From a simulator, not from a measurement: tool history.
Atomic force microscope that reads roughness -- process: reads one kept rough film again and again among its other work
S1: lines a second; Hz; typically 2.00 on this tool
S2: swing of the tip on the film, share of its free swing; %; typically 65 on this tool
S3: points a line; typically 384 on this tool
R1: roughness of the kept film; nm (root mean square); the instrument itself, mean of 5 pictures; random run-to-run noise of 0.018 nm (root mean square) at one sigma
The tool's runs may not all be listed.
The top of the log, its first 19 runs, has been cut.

Run 20, day 11.821: usual settings but S3 269. Result: R1 3.946 nm (root mean square).
Run 21, day 12.358: usual settings but S2 86 %. Result: R1 3.293 nm (root mean square).
Run 22, day 12.742: usual settings but S2 86 %, S3 363. Result: R1 3.212 nm (root mean square).
At day 12.950: height scale calibrated on a step standard, once more.
Run 23, day 13.538: usual settings but S1 2.50 Hz. Result: R1 3.429 nm (root mean square).
At day 14.167: new tip fitted.
Run 24, day 14.254: usual settings but S1 2.50 Hz. Result: R1 4.310 nm (root mean square).
Run 25, day 14.908: usual settings but S1 2.21 Hz, S2 75 %. Result: R1 3.867 nm (root mean square).
Run 26, day 15.362: usual settings but S1 2.21 Hz, S2 75 %. Result: R1 3.690 nm (root mean square).
Run 27, day 16.183: usual settings but S1 2.21 Hz, S2 75 %. Result: R1 3.500 nm (root mean square).
Run 28, day 16.946: usual settings but S1 2.21 Hz, S2 75 %. Result: R1 3.308 nm (root mean square).
At day 17.833: new tip fitted.
Run 29, day 17.838: usual settings but S1 2.72 Hz, S2 67 %, S3 402. Result: R1 4.231 nm (root mean square).
Run 30, day 18.429: usual settings but S1 3.26 Hz, S3 330. Result: R1 3.943 nm (root mean square).
Run 31, day 18.912: usual settings but S1 3.26 Hz, S3 330. Result: R1 3.806 nm (root mean square).
Run 32, day 19.625: usual settings but S1 2.34 Hz, S2 83 %, S3 590. Result: R1 3.255 nm (root mean square).
Run 33, day 20.008: usual settings but S1 0.73 Hz, S2 78 %, S3 873. Result: R1 3.776 nm (root mean square).
Run 34, day 20.758: usual settings but S2 55 %. Result: R1 3.628 nm (root mean square).

Run 35 is up next; what results do you expect?
At day 21.471: new tip fitted.
Run 35, day 21.471: usual settings but S2 55 %. Result: R1 ?.

{"run 35": {"R1": 4.626}}
The same run, on a tool lacking any hidden state, would have yielded R1 4.627 nm (root mean square).

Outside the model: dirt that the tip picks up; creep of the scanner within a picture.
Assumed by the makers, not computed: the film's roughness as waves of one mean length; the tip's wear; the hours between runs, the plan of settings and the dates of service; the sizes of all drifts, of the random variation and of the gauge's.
